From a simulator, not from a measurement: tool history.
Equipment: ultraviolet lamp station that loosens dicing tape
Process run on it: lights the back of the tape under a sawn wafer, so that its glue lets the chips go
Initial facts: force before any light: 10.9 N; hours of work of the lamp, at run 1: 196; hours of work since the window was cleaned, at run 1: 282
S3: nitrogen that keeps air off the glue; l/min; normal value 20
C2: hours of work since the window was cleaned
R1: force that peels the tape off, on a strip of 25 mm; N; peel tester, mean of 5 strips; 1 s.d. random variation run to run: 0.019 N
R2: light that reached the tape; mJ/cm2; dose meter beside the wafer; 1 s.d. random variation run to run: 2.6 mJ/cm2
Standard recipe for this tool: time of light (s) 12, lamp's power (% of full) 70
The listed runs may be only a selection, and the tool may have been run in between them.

run 1 hour=0.0 | time_of_light_(s)=12 lamp's_power_(%_of_full)=70 S3=20 | hours_of_work_of_the_lamp=196 C2=282 | R1=1.246 R2=293
run 2 hour=5.2 | time_of_light_(s)=12 lamp's_power_(%_of_full)=70 S3=20 | hours_of_work_of_the_lamp=199 C2=285 | R1=1.241 R2=299
run 3 hour=11.7 | time_of_light_(s)=12 lamp's_power_(%_of_full)=89 S3=20 | hours_of_work_of_the_lamp=203 C2=289 | R1=0.728 R2=374
run 4 hour=19.5 | time_of_light_(s)=12 lamp's_power_(%_of_full)=89 S3=20 | hours_of_work_of_the_lamp=207 C2=293 | R1=0.762 R2=375
run 5 hour=26.2 | time_of_light_(s)=12 lamp's_power_(%_of_full)=89 S3=20 | hours_of_work_of_the_lamp=211 C2=297 | R1=0.743 R2=371
run 6 hour=38.1 | time_of_light_(s)=12 lamp's_power_(%_of_full)=89 S3=20 | hours_of_work_of_the_lamp=218 C2=304 | R1=0.756 R2=374
run 7 hour=47.5 | time_of_light_(s)=12 lamp's_power_(%_of_full)=89 S3=20 | hours_of_work_of_the_lamp=223 C2=309 | R1=0.746 R2=373
run 8 hour=60.0 | time_of_light_(s)=12 lamp's_power_(%_of_full)=89 S3=20 | hours_of_work_of_the_lamp=230 C2=317 | R1=0.780 R2=371
run 9 hour=65.4 | time_of_light_(s)=12 lamp's_power_(%_of_full)=64 S3=20 | hours_of_work_of_the_lamp=234 C2=320 | R1=1.560 R2=271
run 10 hour=70.5 | time_of_light_(s)=12 lamp's_power_(%_of_full)=64 S3=20 | hours_of_work_of_the_lamp=237 C2=323 | R1=1.504 R2=264
run 11 hour=78.6 | time_of_light_(s)=12 lamp's_power_(%_of_full)=64 S3=20 | hours_of_work_of_the_lamp=241 C2=327 | R1=1.555 R2=266
run 12 hour=83.7 | time_of_light_(s)=12 lamp's_power_(%_of_full)=70 S3=39 | hours_of_work_of_the_lamp=244 C2=330 | R1=0.862 R2=287
run 13 hour=92.0 | time_of_light_(s)=12 lamp's_power_(%_of_full)=70 S3=39 | hours_of_work_of_the_lamp=249 C2=335 | R1=0.841 R2=288
run 14 hour=102.4 | time_of_light_(s)=12 lamp's_power_(%_of_full)=70 S3=39 | hours_of_work_of_the_lamp=255 C2=341 | R1=0.866 R2=289
run 15 hour=107.5 | time_of_light_(s)=12 lamp's_power_(%_of_full)=70 S3=39 | hours_of_work_of_the_lamp=258 C2=344 | R1=0.864 R2=284
run 16 hour=116.4 | time_of_light_(s)=12 lamp's_power_(%_of_full)=70 S3=39 | hours_of_work_of_the_lamp=263 C2=349 | R1=0.867 R2=286
run 17 hour=128.5 | time_of_light_(s)=9 lamp's_power_(%_of_full)=70 S3=20 | hours_of_work_of_the_lamp=270 C2=356 | R1=2.293 R2=212
run 18 hour=135.2 | time_of_light_(s)=9 lamp's_power_(%_of_full)=70 S3=20 | hours_of_work_of_the_lamp=274 C2=360 | R1=2.219 R2=213
run 19 hour=144.0 | time_of_light_(s)=12 lamp's_power_(%_of_full)=70 S3=20 | hours_of_work_of_the_lamp=279 C2=365 | R1=1.343 R2=284
run 20 hour=150.2 | time_of_light_(s)=12 lamp's_power_(%_of_full)=70 S3=20 | hours_of_work_of_the_lamp=283 C2=369 | R1=1.330 R2=285
run 21 hour=158.8 | time_of_light_(s)=12 lamp's_power_(%_of_full)=70 S3=20 | hours_of_work_of_the_lamp=287 C2=374 | R1=1.372 R2=280
run 22 hour=168.7 | time_of_light_(s)=12 lamp's_power_(%_of_full)=70 S3=20 | hours_of_work_of_the_lamp=293 C2=379 | R1=1.311 R2=278
run 23 hour=174.3 | time_of_light_(s)=13 lamp's_power_(%_of_full)=87 S3=7 | hours_of_work_of_the_lamp=296 C2=383 | R1=1.636 R2=375
run 24 hour=180.6 | time_of_light_(s)=12 lamp's_power_(%_of_full)=80 S3=34 | hours_of_work_of_the_lamp=300 C2=386 | R1=0.730 R2=320
run 25 hour=190.1 | time_of_light_(s)=13 lamp's_power_(%_of_full)=89 S3=7 | hours_of_work_of_the_lamp=306 C2=392 | R1=1.530 R2=382
run 26 hour=195.7 | time_of_light_(s)=15 lamp's_power_(%_of_full)=73 S3=17 | hours_of_work_of_the_lamp=309 C2=395 | R1=0.901 R2=358
run 27 hour=208.2 | time_of_light_(s)=12 lamp's_power_(%_of_full)=70 S3=6 | hours_of_work_of_the_lamp=316 C2=402 | R1=2.834 R2=277
run 28 hour=219.8 | time_of_light_(s)=12 lamp's_power_(%_of_full)=70 S3=10 | hours_of_work_of_the_lamp=323 C2=409 | R1=2.255 R2=279
-- hour=221.8 window cleaned of glue's vapour
run 29 hour=227.6 | time_of_light_(s)=7 lamp's_power_(%_of_full)=63 S3=8 | hours_of_work_of_the_lamp=327 C2=3 | R1=4.482 R2=159
run 30 hour=238.2 | time_of_light_(s)=7 lamp's_power_(%_of_full)=63 S3=8 | hours_of_work_of_the_lamp=333 C2=9 | R1=4.426 R2=163
run 31 hour=244.7 | time_of_light_(s)=7 lamp's_power_(%_of_full)=63 S3=8 | hours_of_work_of_the_lamp=337 C2=13 | R1=4.701 R2=162
run 32 hour=256.3 | time_of_light_(s)=16 lamp's_power_(%_of_full)=67 S3=20 | hours_of_work_of_the_lamp=344 C2=20 | R1=0.659 R2=386
run 33 hour=263.8 | time_of_light_(s)=16 lamp's_power_(%_of_full)=67 S3=20 | hours_of_work_of_the_lamp=348 C2=24 | R1=0.681 R2=388
run 34 hour=274.9 | time_of_light_(s)=18 lamp's_power_(%_of_full)=79 S3=11 | hours_of_work_of_the_lamp=354 C2=31 | R1=0.603 R2=521
run 35 hour=282.1 | time_of_light_(s)=15 lamp's_power_(%_of_full)=86 S3=6 | hours_of_work_of_the_lamp=358 C2=35 | R1=1.176 R2=464
run 36 hour=287.2 | time_of_light_(s)=8 lamp's_power_(%_of_full)=76 S3=20 | hours_of_work_of_the_lamp=361 C2=38 | R1=2.130 R2=217
run 37 hour=297.6 | time_of_light_(s)=10 lamp's_power_(%_of_full)=62 S3=14 | hours_of_work_of_the_lamp=367 C2=44 | R1=2.480 R2=229
run 38 hour=308.9 | time_of_light_(s)=15 lamp's_power_(%_of_full)=76 S3=15 | hours_of_work_of_the_lamp=374 C2=50 | R1=0.766 R2=408
run 39 hour=314.3 | time_of_light_(s)=15 lamp's_power_(%_of_full)=76 S3=15 | hours_of_work_of_the_lamp=377 C2=53 | R1=0.771 R2=409
run 40 hour=321.8 | time_of_light_(s)=15 lamp's_power_(%_of_full)=76 S3=15 | hours_of_work_of_the_lamp=381 C2=58 | R1=0.790 R2=405
run 41 hour=329.2 | time_of_light_(s)=9 lamp's_power_(%_of_full)=76 S3=7 | hours_of_work_of_the_lamp=386 C2=62 | R1=3.209 R2=242
run 42 hour=339.8 | time_of_light_(s)=15 lamp's_power_(%_of_full)=64 S3=8 | hours_of_work_of_the_lamp=392 C2=68 | R1=1.773 R2=345
run 43 hour=346.4 | time_of_light_(s)=15 lamp's_power_(%_of_full)=64 S3=8 | hours_of_work_of_the_lamp=396 C2=72 | R1=1.829 R2=338

Pick out some run-to-run changes in R1. Of each, how much would a tool without hidden state show as well, from the settings, what came in and chance, and how much is left for the hidden state and any gauge scatter not in both results compared?
Unlogged tool condition in this case: lamp's light, % of a new lamp's; light that the window lets through, % of a clean one's; drift of the gauge itself on peel_n, %; drift of the gauge itself on dose_mj_cm2, %.
Run 16 -> 17: time of light (s) 12 -> 9, S3 39 -> 20. R1 +1.426 N: hidden state +0.286, all else +1.140.
Run 26 -> 27: time of light (s) 15 -> 12, lamp's power (% of full) 73 -> 70, S3 17 -> 6. R1 +1.933 N: hidden state +0.357, all else +1.576.
Run 28 -> 29: time of light (s) 12 -> 7, lamp's power (% of full) 70 -> 63, S3 10 -> 8, window cleaned of glue's vapour. R1 +2.227 N: hidden state -0.287, all else +2.514.
Run 31 -> 32: time of light (s) 7 -> 16, lamp's power (% of full) 63 -> 67, S3 8 -> 20. R1 -4.042 N: hidden state -0.249, all else -3.793.
Run 40 -> 41: time of light (s) 15 -> 9, S3 15 -> 7. R1 +2.419 N: hidden state +0.271, all else +2.148.
